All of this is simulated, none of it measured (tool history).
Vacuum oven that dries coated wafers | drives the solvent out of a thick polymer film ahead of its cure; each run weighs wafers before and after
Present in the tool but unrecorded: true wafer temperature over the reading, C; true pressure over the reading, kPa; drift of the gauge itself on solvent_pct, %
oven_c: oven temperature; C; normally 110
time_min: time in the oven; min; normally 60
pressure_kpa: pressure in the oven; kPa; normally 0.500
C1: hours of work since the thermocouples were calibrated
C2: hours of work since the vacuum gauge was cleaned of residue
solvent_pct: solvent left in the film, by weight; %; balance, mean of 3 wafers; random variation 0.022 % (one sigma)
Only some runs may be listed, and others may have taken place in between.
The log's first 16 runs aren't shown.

run 17 hour=991.2 | oven_c=113 time_min=60 pressure_kpa=0.500 | C1=1056 C2=1116 | solvent_pct=1.43
run 18 hour=1047.8 | oven_c=123 time_min=46 pressure_kpa=0.514 | C1=1085 C2=1145 | solvent_pct=0.77
-- hour=1099.0 vacuum gauge cleaned of residue and calibrated
run 19 hour=1121.2 | oven_c=123 time_min=46 pressure_kpa=0.514 | C1=1122 C2=11 | solvent_pct=0.73
run 20 hour=1198.1 | oven_c=123 time_min=46 pressure_kpa=0.514 | C1=1162 C2=51 | solvent_pct=0.72
run 21 hour=1243.3 | oven_c=110 time_min=39 pressure_kpa=0.500 | C1=1185 C2=75 | solvent_pct=3.99
run 22 hour=1297.4 | oven_c=113 time_min=70 pressure_kpa=0.500 | C1=1213 C2=103 | solvent_pct=0.95
-- hour=1349.9 oven's thermocouples calibrated
run 23 hour=1360.5 | oven_c=110 time_min=40 pressure_kpa=1.376 | C1=5 C2=134 | solvent_pct=4.67
run 24 hour=1400.7 | oven_c=110 time_min=40 pressure_kpa=1.376 | C1=26 C2=155 | solvent_pct=4.66
run 25 hour=1435.7 | oven_c=124 time_min=39 pressure_kpa=0.629 | C1=44 C2=173 | solvent_pct=1.07
run 26 hour=1520.8 | oven_c=118 time_min=33 pressure_kpa=0.313 | C1=88 C2=217 | solvent_pct=2.69
run 27 hour=1560.5 | oven_c=121 time_min=58 pressure_kpa=0.310 | C1=109 C2=237 | solvent_pct=0.48
run 28 hour=1611.1 | oven_c=103 time_min=78 pressure_kpa=0.405 | C1=135 C2=264 | solvent_pct=2.47
run 29 hour=1654.9 | oven_c=110 time_min=96 pressure_kpa=1.096 | C1=158 C2=286 | solvent_pct=1.24
run 30 hour=1740.9 | oven_c=102 time_min=60 pressure_kpa=0.448 | C1=202 C2=331 | solvent_pct=4.24

Run 31, settings as shown, results not yet in. Your forecast:
run 31 hour=1827.4 | oven_c=105 time_min=33 pressure_kpa=0.475 | C1=247 C2=375 | solvent_pct=?

{"run 31": {"solvent_pct": 7.06}}
If the tool had no hidden condition, the same run with the same run-to-run variation would have returned solvent_pct 7.25 %.
